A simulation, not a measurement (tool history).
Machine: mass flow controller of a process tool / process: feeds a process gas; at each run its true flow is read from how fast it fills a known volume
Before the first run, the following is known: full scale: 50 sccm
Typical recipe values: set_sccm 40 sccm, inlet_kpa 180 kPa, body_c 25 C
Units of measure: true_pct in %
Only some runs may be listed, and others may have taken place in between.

{"run": 1, "day": 0.0, "set_sccm": 40, "inlet_kpa": 180, "body_c": 25, "true_pct": 99.74}
{"run": 2, "day": 1.721, "set_sccm": 40, "inlet_kpa": 180, "body_c": 25, "true_pct": 99.71}
{"run": 3, "day": 4.042, "set_sccm": 40, "inlet_kpa": 180, "body_c": 25, "true_pct": 99.64}
{"run": 4, "day": 5.904, "set_sccm": 40, "inlet_kpa": 180, "body_c": 25, "true_pct": 99.6}
{"run": 5, "day": 7.783, "set_sccm": 40, "inlet_kpa": 180, "body_c": 25, "true_pct": 99.71}
{"run": 6, "day": 10.412, "set_sccm": 40, "inlet_kpa": 180, "body_c": 25, "true_pct": 99.66}
{"run": 7, "day": 13.733, "set_sccm": 40, "inlet_kpa": 180, "body_c": 25, "true_pct": 99.7}
{"run": 8, "day": 17.212, "set_sccm": 40, "inlet_kpa": 180, "body_c": 25, "true_pct": 99.65}
{"run": 9, "day": 20.721, "set_sccm": 40, "inlet_kpa": 180, "body_c": 25, "true_pct": 99.8}
{"run": 10, "day": 23.108, "set_sccm": 40, "inlet_kpa": 180, "body_c": 25, "true_pct": 99.74}
{"run": 11, "day": 26.225, "set_sccm": 40, "inlet_kpa": 180, "body_c": 25, "true_pct": 99.7}
{"run": 12, "day": 29.0, "set_sccm": 40, "inlet_kpa": 211, "body_c": 25, "true_pct": 99.88}
{"run": 13, "day": 32.133, "set_sccm": 40, "inlet_kpa": 211, "body_c": 25, "true_pct": 99.84}
{"run": 14, "day": 34.683, "set_sccm": 40, "inlet_kpa": 211, "body_c": 25, "true_pct": 99.97}
{"run": 15, "day": 37.733, "set_sccm": 40, "inlet_kpa": 211, "body_c": 25, "true_pct": 99.82}
{"run": 16, "day": 40.483, "set_sccm": 13, "inlet_kpa": 205, "body_c": 25, "true_pct": 99.24}
{"run": 17, "day": 43.188, "set_sccm": 13, "inlet_kpa": 148, "body_c": 25, "true_pct": 98.95}
{"run": 18, "day": 45.288, "set_sccm": 13, "inlet_kpa": 148, "body_c": 25, "true_pct": 98.91}
{"run": 19, "day": 48.812, "set_sccm": 21, "inlet_kpa": 148, "body_c": 35, "true_pct": 99.65}
{"run": 20, "day": 52.312, "set_sccm": 21, "inlet_kpa": 148, "body_c": 35, "true_pct": 99.58}
{"run": 21, "day": 55.346, "set_sccm": 21, "inlet_kpa": 148, "body_c": 35, "true_pct": 99.61}
{"run": 22, "day": 58.7, "set_sccm": 8, "inlet_kpa": 141, "body_c": 24, "true_pct": 98.97}
{"run": 23, "day": 62.167, "set_sccm": 8, "inlet_kpa": 141, "body_c": 24, "true_pct": 98.85}
{"run": 24, "day": 65.475, "set_sccm": 23, "inlet_kpa": 180, "body_c": 33, "true_pct": 99.77}
{"run": 25, "day": 68.296, "set_sccm": 40, "inlet_kpa": 146, "body_c": 30, "true_pct": 99.77}
{"run": 26, "day": 71.492, "set_sccm": 40, "inlet_kpa": 146, "body_c": 30, "true_pct": 99.7}

Predict each of these 4 candidate next runs independently; none follows another, all start after run 26:
{"run": "A", "day": 74.446, "set_sccm": 43, "inlet_kpa": 180, "body_c": 29, "true_pct": "?"}
{"run": "B", "day": 74.446, "set_sccm": 15, "inlet_kpa": 180, "body_c": 25, "true_pct": "?"}
{"run": "C", "day": 74.446, "set_sccm": 11, "inlet_kpa": 180, "body_c": 38, "true_pct": "?"}
{"run": "D", "day": 74.446, "set_sccm": 40, "inlet_kpa": 153, "body_c": 33, "true_pct": "?"}

run=A true_pct=99.91
run=B true_pct=99.16
run=C true_pct=99.66
run=D true_pct=99.95
Had the tool no hidden state, the same runs would have come out as:
run=A true_pct=99.91
run=B true_pct=99.16
run=C true_pct=99.66
run=D true_pct=99.95
